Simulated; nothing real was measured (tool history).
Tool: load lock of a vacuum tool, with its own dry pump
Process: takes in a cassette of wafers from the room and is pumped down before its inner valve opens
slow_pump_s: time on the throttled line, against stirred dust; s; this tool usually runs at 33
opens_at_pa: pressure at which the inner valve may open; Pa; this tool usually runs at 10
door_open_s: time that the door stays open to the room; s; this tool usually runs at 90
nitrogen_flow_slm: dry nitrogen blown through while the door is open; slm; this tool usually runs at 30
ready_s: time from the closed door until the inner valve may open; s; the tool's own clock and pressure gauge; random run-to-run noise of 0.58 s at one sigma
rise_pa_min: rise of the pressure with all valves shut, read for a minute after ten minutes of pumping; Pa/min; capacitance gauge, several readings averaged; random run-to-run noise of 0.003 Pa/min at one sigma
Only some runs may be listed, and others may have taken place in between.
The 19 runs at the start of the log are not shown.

| run | day | slow_pump_s | opens_at_pa | door_open_s | nitrogen_flow_slm | hours that the pump has run since its overhaul | times that the door has closed on its seal | incoming humidity of the room's air, % | ready_s | rise_pa_min |
|---|---|---|---|---|---|---|---|---|---|---|
| 20 | 139.929 | 24 | 8 | 106 | 36 | 7127 | 5215 | 45.5 | 85.8 | 0.02 |
| 21 | 146.929 | 24 | 10 | 120 | 36 | 7295 | 5401 | 44.6 | 84.1 | 0.019 |
| 22 | 151.425 | 58 | 8 | 120 | 36 | 7403 | 5521 | 42.2 | 108 | 0.02 |
| 23 | 157.046 | 52 | 15 | 120 | 36 | 7538 | 5670 | 42.3 | 99.5 | 0.024 |
| 24 | 163.542 | 24 | 10 | 90 | 8 | 7694 | 5844 | 47.1 | 85.4 | 0.036 |
| 25 | 171.704 | 33 | 10 | 88 | 10 | 7889 | 6061 | 47.1 | 91.5 | 0.034 |
| 26 | 179.358 | 33 | 15 | 54 | 10 | 8073 | 6265 | 47.1 | 88.9 | 0.03 |
| 27 | 187.638 | 17 | 17 | 29 | 6 | 8272 | 6485 | 47.1 | 78.4 | 0.031 |
| 28 | 195.25 | 17 | 17 | 29 | 6 | 8454 | 6688 | 45.8 | 77.7 | 0.032 |
| 29 | 203.254 | 17 | 8 | 207 | 6 | 8647 | 6901 | 48.1 | 83.8 | 0.059 |
| 30 | 207.404 | 33 | 10 | 82 | 6 | 8746 | 7012 | 48.5 | 93.5 | 0.036 |
| 31 | 212.35 | 33 | 16 | 90 | 30 | 8865 | 7143 | 43.4 | 88.6 | 0.027 |
| 32 | 218.929 | 33 | 16 | 90 | 30 | 9023 | 7318 | 44.6 | 89.8 | 0.027 |
| 33 | 226.742 | 29 | 16 | 41 | 30 | 9210 | 7527 | 43.5 | 87.5 | 0.025 |
| 34 | 231.858 | 32 | 7 | 36 | 30 | 9333 | 7663 | 42 | 96 | 0.024 |
| 35 | 235.938 | 33 | 10 | 90 | 19 | 9431 | 7771 | 45.4 | 92.6 | 0.035 |
| 36 | 244.233 | 33 | 12 | 52 | 37 | 9630 | 7992 | 44.3 | 92.5 | 0.029 |
| 37 | 251.733 | 38 | 16 | 90 | 20 | 9810 | 8192 | 45.1 | 93.9 | 0.027 |

Each row is a separate what-if for the run after 37, all from the same tool condition, not one after another. Results?
| A | 256.558 | 33 | 16 | 139 | 20 | 9926 | 8321 | 42.3 | ? | ? |
| B | 256.558 | 38 | 11 | 90 | 20 | 9926 | 8321 | 43.5 | ? | ? |
| C | 256.558 | 30 | 16 | 200 | 13 | 9926 | 8321 | 45.5 | ? | ? |
| D | 256.558 | 32 | 10 | 90 | 30 | 9926 | 8321 | 45.8 | ? | ? |

| run | ready_s | rise_pa_min |
|---|---|---|
| A | 90.3 | 0.042 |
| B | 96.2 | 0.028 |
| C | 89.2 | 0.045 |
| D | 93.3 | 0.023 |
Had the tool no hidden state, the same runs would have come out as:
| run | ready_s | rise_pa_min |
|---|---|---|
| A | 78.6 | 0.023 |
| B | 84.3 | 0.01 |
| C | 77.2 | 0.026 |
| D | 80.8 | 0.004 |
